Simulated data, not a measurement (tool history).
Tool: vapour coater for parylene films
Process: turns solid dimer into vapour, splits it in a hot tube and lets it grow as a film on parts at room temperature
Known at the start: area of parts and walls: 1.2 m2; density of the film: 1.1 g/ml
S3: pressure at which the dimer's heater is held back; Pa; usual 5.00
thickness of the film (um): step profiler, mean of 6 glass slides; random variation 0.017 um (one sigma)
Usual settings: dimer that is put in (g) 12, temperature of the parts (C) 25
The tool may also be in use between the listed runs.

run 1 hour=0.0 | dimer_that_is_put_in_(g)=12 temperature_of_the_parts_(C)=25 S3=5.00 | thickness_of_the_film_(um)=5.86
run 2 hour=12.0 | dimer_that_is_put_in_(g)=12 temperature_of_the_parts_(C)=25 S3=5.00 | thickness_of_the_film_(um)=5.85
run 3 hour=30.4 | dimer_that_is_put_in_(g)=12 temperature_of_the_parts_(C)=25 S3=5.00 | thickness_of_the_film_(um)=5.83
run 4 hour=53.2 | dimer_that_is_put_in_(g)=12 temperature_of_the_parts_(C)=25 S3=5.00 | thickness_of_the_film_(um)=5.85
run 5 hour=74.3 | dimer_that_is_put_in_(g)=5 temperature_of_the_parts_(C)=25 S3=5.00 | thickness_of_the_film_(um)=2.43
run 6 hour=87.1 | dimer_that_is_put_in_(g)=5 temperature_of_the_parts_(C)=25 S3=5.00 | thickness_of_the_film_(um)=2.41
run 7 hour=106.6 | dimer_that_is_put_in_(g)=12 temperature_of_the_parts_(C)=22 S3=5.00 | thickness_of_the_film_(um)=6.64
run 8 hour=132.8 | dimer_that_is_put_in_(g)=12 temperature_of_the_parts_(C)=22 S3=5.00 | thickness_of_the_film_(um)=6.58
run 9 hour=159.0 | dimer_that_is_put_in_(g)=12 temperature_of_the_parts_(C)=25 S3=5.00 | thickness_of_the_film_(um)=5.77
run 10 hour=181.4 | dimer_that_is_put_in_(g)=12 temperature_of_the_parts_(C)=25 S3=5.00 | thickness_of_the_film_(um)=5.77
run 11 hour=204.1 | dimer_that_is_put_in_(g)=12 temperature_of_the_parts_(C)=25 S3=5.00 | thickness_of_the_film_(um)=5.76
run 12 hour=215.4 | dimer_that_is_put_in_(g)=12 temperature_of_the_parts_(C)=25 S3=5.00 | thickness_of_the_film_(um)=5.79
run 13 hour=232.4 | dimer_that_is_put_in_(g)=12 temperature_of_the_parts_(C)=25 S3=4.27 | thickness_of_the_film_(um)=5.84
run 14 hour=247.2 | dimer_that_is_put_in_(g)=12 temperature_of_the_parts_(C)=25 S3=4.27 | thickness_of_the_film_(um)=5.84
-- hour=255.5 trap's valve overhauled
run 15 hour=266.0 | dimer_that_is_put_in_(g)=12 temperature_of_the_parts_(C)=25 S3=8.30 | thickness_of_the_film_(um)=5.89
run 16 hour=282.1 | dimer_that_is_put_in_(g)=12 temperature_of_the_parts_(C)=25 S3=8.30 | thickness_of_the_film_(um)=5.83
run 17 hour=307.7 | dimer_that_is_put_in_(g)=12 temperature_of_the_parts_(C)=25 S3=8.30 | thickness_of_the_film_(um)=5.82
run 18 hour=319.9 | dimer_that_is_put_in_(g)=7 temperature_of_the_parts_(C)=25 S3=5.00 | thickness_of_the_film_(um)=3.59
run 19 hour=332.4 | dimer_that_is_put_in_(g)=7 temperature_of_the_parts_(C)=25 S3=5.00 | thickness_of_the_film_(um)=3.57
run 20 hour=355.0 | dimer_that_is_put_in_(g)=7 temperature_of_the_parts_(C)=25 S3=5.00 | thickness_of_the_film_(um)=3.57
run 21 hour=368.4 | dimer_that_is_put_in_(g)=7 temperature_of_the_parts_(C)=25 S3=5.00 | thickness_of_the_film_(um)=3.57
run 22 hour=387.1 | dimer_that_is_put_in_(g)=7 temperature_of_the_parts_(C)=30 S3=5.00 | thickness_of_the_film_(um)=2.86
run 23 hour=410.1 | dimer_that_is_put_in_(g)=12 temperature_of_the_parts_(C)=25 S3=4.38 | thickness_of_the_film_(um)=6.15
run 24 hour=426.2 | dimer_that_is_put_in_(g)=12 temperature_of_the_parts_(C)=25 S3=5.00 | thickness_of_the_film_(um)=6.10
run 25 hour=447.1 | dimer_that_is_put_in_(g)=7 temperature_of_the_parts_(C)=25 S3=2.67 | thickness_of_the_film_(um)=3.78
run 26 hour=468.1 | dimer_that_is_put_in_(g)=7 temperature_of_the_parts_(C)=25 S3=2.67 | thickness_of_the_film_(um)=3.78
run 27 hour=490.2 | dimer_that_is_put_in_(g)=17 temperature_of_the_parts_(C)=24 S3=2.67 | thickness_of_the_film_(um)=9.48
run 28 hour=506.0 | dimer_that_is_put_in_(g)=12 temperature_of_the_parts_(C)=37 S3=5.33 | thickness_of_the_film_(um)=3.55
run 29 hour=533.3 | dimer_that_is_put_in_(g)=12 temperature_of_the_parts_(C)=37 S3=5.33 | thickness_of_the_film_(um)=3.56
run 30 hour=556.3 | dimer_that_is_put_in_(g)=15 temperature_of_the_parts_(C)=30 S3=4.42 | thickness_of_the_film_(um)=6.17
run 31 hour=572.6 | dimer_that_is_put_in_(g)=8 temperature_of_the_parts_(C)=31 S3=6.87 | thickness_of_the_film_(um)=2.99
run 32 hour=597.4 | dimer_that_is_put_in_(g)=9 temperature_of_the_parts_(C)=25 S3=2.60 | thickness_of_the_film_(um)=4.82
run 33 hour=612.6 | dimer_that_is_put_in_(g)=16 temperature_of_the_parts_(C)=36 S3=8.71 | thickness_of_the_film_(um)=4.70
run 34 hour=632.4 | dimer_that_is_put_in_(g)=14 temperature_of_the_parts_(C)=24 S3=5.15 | thickness_of_the_film_(um)=7.31
run 35 hour=647.6 | dimer_that_is_put_in_(g)=12 temperature_of_the_parts_(C)=22 S3=8.70 | thickness_of_the_film_(um)=6.52
run 36 hour=666.4 | dimer_that_is_put_in_(g)=8 temperature_of_the_parts_(C)=25 S3=5.00 | thickness_of_the_film_(um)=4.00
run 37 hour=691.4 | dimer_that_is_put_in_(g)=11 temperature_of_the_parts_(C)=24 S3=3.76 | thickness_of_the_film_(um)=5.90
run 38 hour=706.2 | dimer_that_is_put_in_(g)=11 temperature_of_the_parts_(C)=24 S3=3.76 | thickness_of_the_film_(um)=5.88
run 39 hour=717.5 | dimer_that_is_put_in_(g)=7 temperature_of_the_parts_(C)=33 S3=2.09 | thickness_of_the_film_(um)=2.66
run 40 hour=730.7 | dimer_that_is_put_in_(g)=9 temperature_of_the_parts_(C)=18 S3=2.63 | thickness_of_the_film_(um)=6.48
run 41 hour=744.2 | dimer_that_is_put_in_(g)=9 temperature_of_the_parts_(C)=26 S3=6.77 | thickness_of_the_film_(um)=4.16
run 42 hour=755.7 | dimer_that_is_put_in_(g)=9 temperature_of_the_parts_(C)=26 S3=6.77 | thickness_of_the_film_(um)=4.18
run 43 hour=778.7 | dimer_that_is_put_in_(g)=14 temperature_of_the_parts_(C)=29 S3=7.94 | thickness_of_the_film_(um)=5.59
run 44 hour=802.1 | dimer_that_is_put_in_(g)=14 temperature_of_the_parts_(C)=29 S3=7.94 | thickness_of_the_film_(um)=5.55
run 45 hour=820.3 | dimer_that_is_put_in_(g)=7 temperature_of_the_parts_(C)=25 S3=4.33 | thickness_of_the_film_(um)=3.51
run 46 hour=847.5 | dimer_that_is_put_in_(g)=7 temperature_of_the_parts_(C)=25 S3=4.33 | thickness_of_the_film_(um)=3.50
run 47 hour=863.2 | dimer_that_is_put_in_(g)=17 temperature_of_the_parts_(C)=20 S3=4.11 | thickness_of_the_film_(um)=10.65

Some steps in thickness of the film (um) between neighbouring runs. How much of each would the tool show without its hidden state too (settings, what came in, random variation), and how much is left for the hidden state, with any gauge scatter that isn't in both results?
The hidden state here: vapour lost through the trap's worn valve, %; true temperature of the parts over the reading, C; drift of the gauge itself on film_um, %.
Run 6 -> 7: dimer that is put in (g) 5 -> 12, temperature of the parts (C) 25 -> 22. thickness of the film (um) +4.23: hidden state -0.22, all else +4.45.
Run 14 -> 15: S3 4.27 -> 8.30, trap's valve overhauled. thickness of the film (um) +0.05: hidden state +0.41, all else -0.36.
Run 26 -> 27: dimer that is put in (g) 7 -> 17, temperature of the parts (C) 25 -> 24. thickness of the film (um) +5.70: hidden state -0.03, all else +5.73.
Run 27 -> 28: dimer that is put in (g) 17 -> 12, temperature of the parts (C) 24 -> 37, S3 2.67 -> 5.33. thickness of the film (um) -5.93: hidden state +0.02, all else -5.95.
Run 46 -> 47: dimer that is put in (g) 7 -> 17, temperature of the parts (C) 25 -> 20, S3 4.33 -> 4.11. thickness of the film (um) +7.15: hidden state -0.21, all else +7.36.
